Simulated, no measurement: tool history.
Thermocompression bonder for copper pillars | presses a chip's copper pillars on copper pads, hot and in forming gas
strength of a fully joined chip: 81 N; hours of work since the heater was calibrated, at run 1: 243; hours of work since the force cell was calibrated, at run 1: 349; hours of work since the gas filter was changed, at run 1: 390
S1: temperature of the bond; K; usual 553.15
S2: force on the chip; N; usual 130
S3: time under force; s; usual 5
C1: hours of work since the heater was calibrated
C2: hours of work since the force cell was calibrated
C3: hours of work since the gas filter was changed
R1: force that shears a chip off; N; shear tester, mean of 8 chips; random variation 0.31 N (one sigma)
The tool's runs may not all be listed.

run,day,S1,S2,S3,C1,C2,C3,R1
1,0,553.15,130,5,243,349,390,53.8
2,1.742,553.15,130,5,262,368,409,54.1
3,4.467,553.15,130,5,293,398,439,54.2
4,6.521,582.15,130,5,315,421,462,68.6
# day 8.304: forming gas filter changed
5,8.338,582.15,130,5,335,440,0,69.6
6,10.904,553.15,130,5,363,469,29,54.5
7,13.921,553.15,130,5,397,502,62,54.4
8,17.054,553.15,130,5,431,537,97,54.8
9,20.508,553.15,130,5,469,575,135,55.1
10,22.458,553.15,130,5,491,596,156,54.3
11,24.208,553.15,130,5,510,616,176,54.9
12,25.725,553.15,130,5,527,632,192,54.9
# day 26.033: heater calibrated with a thermocouple chip
13,28.138,553.15,130,5,23,658,218,55
14,31.45,553.15,130,5,60,695,255,55.4
15,33.912,553.15,130,5,87,722,282,54.9
16,36.396,553.15,117,5,114,749,309,53.3
# day 37.362: force cell calibrated
17,39.912,535.15,117,5,153,28,347,41.8
18,42.508,535.15,168,5,181,57,376,49.6
19,44.621,553.15,130,13,205,80,399,68.9
20,48.029,553.15,130,13,242,118,437,68.3
21,51.654,555.15,122,5,282,158,477,55.2
# day 51.979: forming gas filter changed
22,54.375,550.15,122,5,312,188,26,52.2
23,56.879,550.15,122,5,340,215,54,51.6
24,58.6,541.15,98,5,359,234,73,42.6
25,62.242,541.15,113,5,399,274,113,45.2
26,63.992,553.15,169,6,418,294,133,63.8
# day 66.942: gauge calibrated
27,67.012,553.15,117,6,452,327,166,54.9
28,70.654,542.15,130,5,492,367,206,47.9
# day 74.238: heater calibrated with a thermocouple chip
29,74.238,542.15,97,9,0,406,245,50.3
30,75.808,542.15,97,9,17,423,262,50.6
31,79.333,542.15,97,9,56,462,301,50
32,82.825,542.15,97,9,95,501,340,50.2
33,86.15,542.15,97,9,132,538,376,50.6
34,89.412,534.15,97,6,168,574,412,40
35,91.25,543.15,165,5,188,594,433,53.2
36,93.929,543.15,165,5,217,623,462,53.6
# day 95.7: forming gas filter changed
37,96.233,527.15,187,7,243,649,6,51
38,99.504,535.15,130,8,279,685,42,51.4
39,102.15,562.15,81,6,308,714,71,53.4
40,105.242,562.15,81,6,342,748,105,53.2

How the hidden state differs across the entries between the runs, from the last listed run before each to the first after it:
Between runs 4 and 5: forming gas filter changed (day 8.304)
  oxide that the forming gas leaves, % of the face: 0.81 -> 0.5; drift of the gauge itself on shear_n, %: 0.29 -> 0.36
  measured less the result without the state, R1: +0.1 -> +0.3 N
Between runs 12 and 13: heater calibrated with a thermocouple chip (day 26.033)
  true temperature of the bond over the reading, C: 0.3 -> 0; oxide that the forming gas leaves, % of the face: 0.63 -> 0.65; drift of the gauge itself on shear_n, %: 1.13 -> 1.23
  measured less the result without the state, R1: +0.7 -> +0.6 N
Between runs 16 and 17: force cell calibrated (day 37.362)
  force that reaches the chip, % of what is set: 100.1 -> 100; oxide that the forming gas leaves, % of the face: 0.71 -> 0.73; drift of the gauge itself on shear_n, %: 1.59 -> 1.74
  measured less the result without the state, R1: +0.8 -> +0.7 N
Between runs 21 and 22: forming gas filter changed (day 51.979)
  true temperature of the bond over the reading, C: 0.1 -> 0.2; oxide that the forming gas leaves, % of the face: 0.81 -> 0.52; drift of the gauge itself on shear_n, %: 2.26 -> 2.38
  measured less the result without the state, R1: +1.1 -> +1.3 N
Between runs 26 and 27: gauge calibrated (day 66.942)
  oxide that the forming gas leaves, % of the face: 0.59 -> 0.61; drift of the gauge itself on shear_n, %: 2.8 -> 0
  measured less the result without the state, R1: +1.8 -> +0.1 N
Between runs 28 and 29: heater calibrated with a thermocouple chip (day 74.238)
  true temperature of the bond over the reading, C: 0.3 -> 0; oxide that the forming gas leaves, % of the face: 0.64 -> 0.66; drift of the gauge itself on shear_n, %: 0.16 -> 0.32
  measured less the result without the state, R1: +0.1 -> +0.1 N
Between runs 36 and 37: forming gas filter changed (day 95.7)
  oxide that the forming gas leaves, % of the face: 0.79 -> 0.51; drift of the gauge itself on shear_n, %: 1.18 -> 1.28
  measured less the result without the state, R1: +0.6 -> +0.7 N

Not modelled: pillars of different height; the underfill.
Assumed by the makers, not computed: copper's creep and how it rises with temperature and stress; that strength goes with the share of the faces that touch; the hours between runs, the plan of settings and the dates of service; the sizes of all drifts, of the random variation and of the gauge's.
